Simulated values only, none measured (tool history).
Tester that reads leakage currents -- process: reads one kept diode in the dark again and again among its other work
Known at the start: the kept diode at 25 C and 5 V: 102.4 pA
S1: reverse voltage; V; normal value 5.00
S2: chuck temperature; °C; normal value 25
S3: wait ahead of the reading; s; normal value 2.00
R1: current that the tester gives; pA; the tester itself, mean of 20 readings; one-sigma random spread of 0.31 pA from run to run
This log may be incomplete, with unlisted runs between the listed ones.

run 1 hour=0.0 | S1=5.00 S2=25 S3=2.00 | R1=110.77
run 2 hour=98.2 | S1=5.00 S2=25 S3=2.00 | R1=111.23
run 3 hour=202.4 | S1=5.00 S2=25 S3=2.00 | R1=110.99
run 4 hour=305.3 | S1=5.00 S2=25 S3=2.00 | R1=111.28
run 5 hour=369.5 | S1=5.00 S2=25 S3=2.00 | R1=112.21
run 6 hour=458.7 | S1=5.00 S2=25 S3=2.00 | R1=112.29
-- hour=510.8 chuck's temperature calibrated
run 7 hour=518.1 | S1=5.00 S2=25 S3=2.00 | R1=103.42
run 8 hour=582.6 | S1=5.00 S2=25 S3=2.00 | R1=103.97
run 9 hour=663.4 | S1=5.00 S2=25 S3=2.00 | R1=103.97
run 10 hour=753.3 | S1=19.45 S2=25 S3=2.00 | R1=210.58
run 11 hour=810.9 | S1=19.45 S2=25 S3=2.00 | R1=209.03
run 12 hour=894.8 | S1=19.45 S2=25 S3=2.00 | R1=210.98
run 13 hour=961.8 | S1=19.45 S2=25 S3=2.00 | R1=210.86
run 14 hour=1046.9 | S1=19.45 S2=44 S3=2.00 | R1=928.51
run 15 hour=1115.3 | S1=5.00 S2=25 S3=2.00 | R1=105.65
run 16 hour=1162.4 | S1=2.18 S2=25 S3=2.00 | R1=69.50
run 17 hour=1243.0 | S1=5.00 S2=25 S3=2.00 | R1=105.34
run 18 hour=1317.1 | S1=5.00 S2=25 S3=3.61 | R1=105.93
run 19 hour=1372.5 | S1=5.00 S2=25 S3=4.64 | R1=106.42
run 20 hour=1446.5 | S1=5.00 S2=25 S3=4.64 | R1=106.71
run 21 hour=1493.0 | S1=5.00 S2=25 S3=4.64 | R1=106.07
run 22 hour=1577.3 | S1=9.94 S2=25 S3=1.95 | R1=152.41
run 23 hour=1656.0 | S1=9.94 S2=25 S3=1.95 | R1=152.24
run 24 hour=1698.3 | S1=9.94 S2=25 S3=1.95 | R1=152.69
run 25 hour=1760.5 | S1=5.00 S2=57 S3=7.23 | R1=1187.54

What does the tool deliver on the next run?
run 26 hour=1813.4 | S1=5.00 S2=57 S3=7.23 | R1=?

{"run 26": {"R1": 1187.38}}
Minus the tool's unlogged condition, the same run would have read R1 1155.16 pA.

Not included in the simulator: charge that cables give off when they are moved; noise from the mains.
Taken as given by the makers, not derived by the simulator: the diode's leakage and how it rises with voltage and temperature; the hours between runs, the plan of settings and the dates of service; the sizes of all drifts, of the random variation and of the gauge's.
